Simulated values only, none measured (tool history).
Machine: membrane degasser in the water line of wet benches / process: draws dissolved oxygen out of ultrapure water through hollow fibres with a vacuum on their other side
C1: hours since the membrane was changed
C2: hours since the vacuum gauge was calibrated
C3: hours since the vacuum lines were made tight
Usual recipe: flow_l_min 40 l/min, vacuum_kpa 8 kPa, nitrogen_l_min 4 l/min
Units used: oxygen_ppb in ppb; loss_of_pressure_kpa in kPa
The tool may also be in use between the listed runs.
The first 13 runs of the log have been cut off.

{"run": 14, "day": 94.429, "flow_l_min": 40, "vacuum_kpa": 10.12, "nitrogen_l_min": 5.56, "C1": 9016, "C2": 4868, "C3": 6013, "oxygen_ppb": 133.2, "loss_of_pressure_kpa": 29.01}
{"run": 15, "day": 103.938, "flow_l_min": 40, "vacuum_kpa": 9, "nitrogen_l_min": 5.56, "C1": 9244, "C2": 5097, "C3": 6242, "oxygen_ppb": 113.2, "loss_of_pressure_kpa": 28.78}
{"run": 16, "day": 113.442, "flow_l_min": 40, "vacuum_kpa": 9, "nitrogen_l_min": 5.56, "C1": 9472, "C2": 5325, "C3": 6470, "oxygen_ppb": 114.2, "loss_of_pressure_kpa": 28.55}
{"run": 17, "day": 117.767, "flow_l_min": 40, "vacuum_kpa": 8, "nitrogen_l_min": 4, "C1": 9576, "C2": 5429, "C3": 6574, "oxygen_ppb": 129.9, "loss_of_pressure_kpa": 28.76}
{"run": 18, "day": 124.712, "flow_l_min": 40, "vacuum_kpa": 8, "nitrogen_l_min": 4, "C1": 9742, "C2": 5595, "C3": 6740, "oxygen_ppb": 128.1, "loss_of_pressure_kpa": 28.74}
{"run": 19, "day": 133.888, "flow_l_min": 40, "vacuum_kpa": 8, "nitrogen_l_min": 4, "C1": 9963, "C2": 5815, "C3": 6960, "oxygen_ppb": 128.5, "loss_of_pressure_kpa": 28.66}
{"run": 20, "day": 141.638, "flow_l_min": 42, "vacuum_kpa": 18.6, "nitrogen_l_min": 3.81, "C1": 10149, "C2": 6001, "C3": 7146, "oxygen_ppb": 406.4, "loss_of_pressure_kpa": 30.44}
{"run": 21, "day": 148.554, "flow_l_min": 55, "vacuum_kpa": 8.29, "nitrogen_l_min": 1.61, "C1": 10315, "C2": 6167, "C3": 7312, "oxygen_ppb": 394, "loss_of_pressure_kpa": 39.75}
{"run": 22, "day": 155.942, "flow_l_min": 63, "vacuum_kpa": 19.66, "nitrogen_l_min": 8.56, "C1": 10492, "C2": 6345, "C3": 7490, "oxygen_ppb": 341.8, "loss_of_pressure_kpa": 45.46}
{"run": 23, "day": 161.471, "flow_l_min": 63, "vacuum_kpa": 19.66, "nitrogen_l_min": 8.56, "C1": 10625, "C2": 6477, "C3": 7622, "oxygen_ppb": 339.8, "loss_of_pressure_kpa": 45.99}
{"run": 24, "day": 168.646, "flow_l_min": 43, "vacuum_kpa": 16.95, "nitrogen_l_min": 7.24, "C1": 10797, "C2": 6650, "C3": 7795, "oxygen_ppb": 215.2, "loss_of_pressure_kpa": 31.36}
{"run": 25, "day": 172.504, "flow_l_min": 40, "vacuum_kpa": 7.6, "nitrogen_l_min": 3.14, "C1": 10889, "C2": 6742, "C3": 7887, "oxygen_ppb": 147, "loss_of_pressure_kpa": 29.22}
{"run": 26, "day": 178.688, "flow_l_min": 40, "vacuum_kpa": 7.6, "nitrogen_l_min": 3.14, "C1": 11038, "C2": 6891, "C3": 8036, "oxygen_ppb": 147.8, "loss_of_pressure_kpa": 29.15}
{"run": 27, "day": 185.283, "flow_l_min": 24, "vacuum_kpa": 8, "nitrogen_l_min": 3.72, "C1": 11196, "C2": 7049, "C3": 8194, "oxygen_ppb": 79.3, "loss_of_pressure_kpa": 17.65}
{"run": 28, "day": 190.092, "flow_l_min": 27, "vacuum_kpa": 6.28, "nitrogen_l_min": 11.21, "C1": 11312, "C2": 7164, "C3": 8309, "oxygen_ppb": 22, "loss_of_pressure_kpa": 19.71}
{"run": 29, "day": 194.688, "flow_l_min": 61, "vacuum_kpa": 6.28, "nitrogen_l_min": 5.43, "C1": 11422, "C2": 7275, "C3": 8420, "oxygen_ppb": 137, "loss_of_pressure_kpa": 44.25}
{"day": 200.775, "done": "vacuum gauge calibrated"}
{"run": 30, "day": 203.412, "flow_l_min": 61, "vacuum_kpa": 6.28, "nitrogen_l_min": 5.43, "C1": 11631, "C2": 63, "C3": 8629, "oxygen_ppb": 129.5, "loss_of_pressure_kpa": 44.53}
{"run": 31, "day": 208.817, "flow_l_min": 61, "vacuum_kpa": 6.28, "nitrogen_l_min": 5.43, "C1": 11760, "C2": 193, "C3": 8758, "oxygen_ppb": 132.8, "loss_of_pressure_kpa": 44.43}
{"run": 32, "day": 214.471, "flow_l_min": 40, "vacuum_kpa": 5.5, "nitrogen_l_min": 2.71, "C1": 11896, "C2": 329, "C3": 8894, "oxygen_ppb": 89.1, "loss_of_pressure_kpa": 29.05}
{"run": 33, "day": 218.712, "flow_l_min": 37, "vacuum_kpa": 11.29, "nitrogen_l_min": 8.73, "C1": 11998, "C2": 431, "C3": 8996, "oxygen_ppb": 93.3, "loss_of_pressure_kpa": 26.83}

Alternative continuations, all from the tool just after run 33; predict every row:
{"run": "A", "day": 223.133, "flow_l_min": 63, "vacuum_kpa": 7.25, "nitrogen_l_min": 2.43, "C1": 12104, "C2": 537, "C3": 9102, "oxygen_ppb": "?", "loss_of_pressure_kpa": "?"}
{"run": "B", "day": 223.133, "flow_l_min": 27, "vacuum_kpa": 6.82, "nitrogen_l_min": 4, "C1": 12104, "C2": 537, "C3": 9102, "oxygen_ppb": "?", "loss_of_pressure_kpa": "?"}
{"run": "C", "day": 223.133, "flow_l_min": 40, "vacuum_kpa": 14.72, "nitrogen_l_min": 4, "C1": 12104, "C2": 537, "C3": 9102, "oxygen_ppb": "?", "loss_of_pressure_kpa": "?"}

run=A oxygen_ppb=274.5 loss_of_pressure_kpa=46.42
run=B oxygen_ppb=62.6 loss_of_pressure_kpa=19.72
run=C oxygen_ppb=285.9 loss_of_pressure_kpa=29.2
Had the tool no hidden state, the same runs would have come out as:
run=A oxygen_ppb=260.8 loss_of_pressure_kpa=43.7
run=B oxygen_ppb=60.5 loss_of_pressure_kpa=18.56
run=C oxygen_ppb=277.9 loss_of_pressure_kpa=27.47
